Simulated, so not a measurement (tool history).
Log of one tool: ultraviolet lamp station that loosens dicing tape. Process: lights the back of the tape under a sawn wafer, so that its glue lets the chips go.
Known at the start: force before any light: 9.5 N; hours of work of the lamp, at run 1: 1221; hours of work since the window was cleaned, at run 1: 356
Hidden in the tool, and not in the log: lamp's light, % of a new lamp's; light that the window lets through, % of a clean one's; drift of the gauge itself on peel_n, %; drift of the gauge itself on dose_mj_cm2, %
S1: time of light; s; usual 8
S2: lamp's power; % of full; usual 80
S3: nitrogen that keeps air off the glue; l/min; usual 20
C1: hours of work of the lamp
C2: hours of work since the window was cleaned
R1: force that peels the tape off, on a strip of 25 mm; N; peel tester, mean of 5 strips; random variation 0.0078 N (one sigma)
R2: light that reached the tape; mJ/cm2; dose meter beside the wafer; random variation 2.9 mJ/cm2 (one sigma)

run	hour	S1	S2	S3	C1	C2	R1	R2
1	0	8	80	20	1221	356	0.726	290
2	37.9	8	80	20	1248	383	0.757	289
3	89.2	8	80	20	1286	421	0.761	280
4	141.6	8	80	20	1324	459	0.815	282
# hour 181.2: window cleaned of glue's vapour
5	194.9	8	80	20	1363	10	0.868	262
6	223.8	8	80	20	1384	31	0.898	262
7	278.6	8	80	20	1424	71	0.885	261
8	310.9	8	80	20	1448	95	0.929	260
9	346	8	80	20	1473	120	0.941	258
10	391.5	8	80	20	1506	154	0.975	254
11	419	8	80	20	1527	174	1.003	251
12	475.9	8	80	20	1568	215	1.023	247
13	502.5	8	80	20	1588	235	0.999	245
# hour 511.7: window cleaned of glue's vapour, once more
14	533.4	8	80	20	1610	16	0.917	269
15	589.3	8	80	20	1651	57	0.876	263
# hour 625.5: lamp changed
16	640.3	15	69	24	11	93	0.109	658
17	677.5	15	69	22	38	120	0.119	655
18	725.6	10	94	30	73	156	0.112	587

Forecast run 19:
19	769	14	89	20	105	187	?	?

R1: 0.116 N
R2: 772 mJ/cm2
Without the tool's hidden state the same run would have given R1 0.115 N, R2 805 mJ/cm2.
